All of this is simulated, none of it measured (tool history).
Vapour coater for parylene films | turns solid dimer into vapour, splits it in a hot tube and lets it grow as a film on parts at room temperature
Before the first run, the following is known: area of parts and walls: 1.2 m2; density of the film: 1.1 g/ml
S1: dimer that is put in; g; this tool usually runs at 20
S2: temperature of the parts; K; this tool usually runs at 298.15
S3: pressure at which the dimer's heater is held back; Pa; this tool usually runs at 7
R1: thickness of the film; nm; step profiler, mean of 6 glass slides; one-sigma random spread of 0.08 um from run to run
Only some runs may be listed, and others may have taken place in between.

run	hour	S1	S2	S3	R1
1	0	20	298.15	7	9720
2	19.8	20	290.15	7	12690
3	40.3	20	298.15	7	9740
4	60.9	20	298.15	7	9720
5	81.9	20	298.15	7	9760
6	93.9	20	298.15	7	9710
7	107.2	20	295.15	7	10670
8	121.2	20	292.15	7	11890
9	133.7	20	292.15	7	11740
10	146.5	20	292.15	3.15	12370
11	158.8	20	298.15	7	9710
12	179.5	20	298.15	7	9730
13	193	20	298.15	8.14	9690
14	207.6	20	298.15	8.14	9600
15	223.8	20	298.15	7	9620
16	241.1	20	293.15	2.04	12320
17	259.2	14	298.15	11.95	6640
18	277.7	14	296.15	4.79	7520
19	295.3	14	296.15	4.79	7430
20	315.4	14	302.15	2.77	6290
21	327.5	20	298.15	5.43	9890
22	340.9	11	306.15	5.43	4150
23	351.5	11	306.15	5.43	4210
24	368.1	31	296.15	4.57	16530
25	380.3	20	296.15	7	10260
26	394.7	18	296.15	3.54	9620
27	411.8	20	298.15	5.06	9950
28	430.2	9	296.15	5.06	4670
29	444.4	10	306.15	3.44	3930

Consider 4 possible next runs. They are alternatives, not a sequence: every one starts from the tool as it was left by run 29. What does each give?
A	457.2	11	304.15	7.01	?
B	457.2	20	301.15	7	?
C	457.2	33	297.15	3.44	?
D	457.2	14	299.15	3.61	?

run	R1
A	4340
B	8810
C	17410
D	6740
With the hidden condition removed and each run's random variation left untouched, the same runs would have given:
run	R1
A	4360
B	8850
C	17480
D	6770
